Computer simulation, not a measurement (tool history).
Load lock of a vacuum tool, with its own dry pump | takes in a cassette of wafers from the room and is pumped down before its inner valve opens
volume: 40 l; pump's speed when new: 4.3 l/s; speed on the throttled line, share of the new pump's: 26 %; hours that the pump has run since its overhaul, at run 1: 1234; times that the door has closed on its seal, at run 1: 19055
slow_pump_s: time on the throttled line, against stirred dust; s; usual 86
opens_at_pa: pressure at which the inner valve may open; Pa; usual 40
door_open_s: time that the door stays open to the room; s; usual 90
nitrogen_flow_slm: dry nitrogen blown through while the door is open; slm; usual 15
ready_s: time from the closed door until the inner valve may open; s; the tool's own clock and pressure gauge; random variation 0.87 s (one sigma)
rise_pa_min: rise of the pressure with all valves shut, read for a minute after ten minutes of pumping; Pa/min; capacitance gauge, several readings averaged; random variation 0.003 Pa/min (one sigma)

| run | hour | slow_pump_s | opens_at_pa | door_open_s | nitrogen_flow_slm | hours that the pump has run since its overhaul | times that the door has closed on its seal | incoming humidity of the room's air, % | ready_s | rise_pa_min |
|---|---|---|---|---|---|---|---|---|---|---|
| 1 | 0 | 86 | 40 | 90 | 15 | 1234 | 19055 | 45.2 | 137.4 | 0.054 |
| 2 | 187 | 86 | 40 | 90 | 15 | 1421 | 19943 | 44.9 | 136 | 0.055 |
| 3 | 403.8 | 86 | 40 | 90 | 5 | 1638 | 20973 | 45.9 | 137.8 | 0.078 |
| 4 | 555.2 | 86 | 40 | 90 | 5 | 1790 | 21693 | 46.2 | 139.2 | 0.078 |
| 5 | 760.6 | 139 | 40 | 90 | 15 | 1995 | 22669 | 44.2 | 176.5 | 0.053 |
| 6 | 905.2 | 139 | 40 | 90 | 15 | 2140 | 23356 | 44.9 | 176.2 | 0.056 |
| 7 | 1020 | 86 | 40 | 90 | 15 | 2255 | 23901 | 45.7 | 137.5 | 0.06 |
| 8 | 1220.3 | 86 | 40 | 90 | 15 | 2455 | 24853 | 47.6 | 136.3 | 0.053 |
| 9 | 1449.1 | 86 | 40 | 90 | 15 | 2684 | 25940 | 45.4 | 134.8 | 0.06 |
| 10 | 1656.5 | 86 | 40 | 90 | 15 | 2891 | 26925 | 46 | 135.3 | 0.059 |
| 11 | 1784.9 | 86 | 40 | 90 | 15 | 3019 | 27535 | 46.3 | 137.8 | 0.064 |
| 12 | 1957.3 | 86 | 40 | 90 | 15 | 3192 | 28354 | 43.6 | 137.6 | 0.054 |
| 13 | 2109.9 | 86 | 40 | 90 | 15 | 3344 | 29080 | 39.2 | 137.8 | 0.054 |
|  | 2254.6 | door's seal changed, seat wiped |
| 14 | 2282.5 | 48 | 40 | 90 | 15 | 3516 | 133 | 43 | 108.9 | 0.05 |
| 15 | 2444.6 | 86 | 40 | 189 | 15 | 3678 | 903 | 44.8 | 135.9 | 0.074 |
| 16 | 2556.1 | 86 | 40 | 189 | 15 | 3789 | 1433 | 41.5 | 136.9 | 0.071 |
| 17 | 2736 | 86 | 40 | 189 | 15 | 3969 | 2287 | 46 | 136.8 | 0.074 |
| 18 | 2857.8 | 79 | 40 | 90 | 15 | 4091 | 2866 | 42.9 | 132.8 | 0.058 |
| 19 | 3012.3 | 55 | 53 | 32 | 6 | 4245 | 3600 | 45.5 | 112.2 | 0.049 |
| 20 | 3217.8 | 152 | 75 | 90 | 12 | 4451 | 4576 | 46.6 | 178.1 | 0.062 |
| 21 | 3425.3 | 86 | 40 | 79 | 14 | 4658 | 5562 | 46.9 | 137.3 | 0.061 |
| 22 | 3561 | 86 | 40 | 41 | 29 | 4794 | 6207 | 41.8 | 137.2 | 0.023 |
| 23 | 3674.3 | 86 | 40 | 41 | 29 | 4907 | 6745 | 41.8 | 136.5 | 0.032 |
| 24 | 3821.5 | 86 | 40 | 41 | 29 | 5054 | 7445 | 45.2 | 134.4 | 0.031 |
| 25 | 3963.3 | 86 | 40 | 41 | 29 | 5196 | 8118 | 44.1 | 136.3 | 0.03 |
| 26 | 4180.2 | 86 | 40 | 41 | 29 | 5413 | 9149 | 44.7 | 137.4 | 0.03 |
| 27 | 4407.9 | 86 | 65 | 41 | 11 | 5641 | 10231 | 43.8 | 132.2 | 0.043 |
| 28 | 4593.8 | 86 | 64 | 41 | 26 | 5827 | 11114 | 47.7 | 133.5 | 0.029 |
| 29 | 4849.4 | 86 | 40 | 98 | 15 | 6082 | 12329 | 40.2 | 135 | 0.055 |
| 30 | 4993.9 | 86 | 40 | 28 | 15 | 6227 | 13015 | 47 | 137.6 | 0.041 |
| 31 | 5182.9 | 86 | 40 | 28 | 15 | 6416 | 13913 | 46.9 | 137.2 | 0.041 |
| 32 | 5331.9 | 86 | 40 | 189 | 9 | 6565 | 14621 | 46.3 | 135.9 | 0.092 |
| 33 | 5444.6 | 86 | 29 | 88 | 13 | 6678 | 15157 | 44.9 | 139.2 | 0.06 |

Hidden state at the last listed run before each entry between runs and at the first one after, where it differs:
Between runs 13 and 14: door's seal changed, seat wiped (hour 2254.6)
  leak at the door's seal, Pa l/s: 0.0033 -> 0.002

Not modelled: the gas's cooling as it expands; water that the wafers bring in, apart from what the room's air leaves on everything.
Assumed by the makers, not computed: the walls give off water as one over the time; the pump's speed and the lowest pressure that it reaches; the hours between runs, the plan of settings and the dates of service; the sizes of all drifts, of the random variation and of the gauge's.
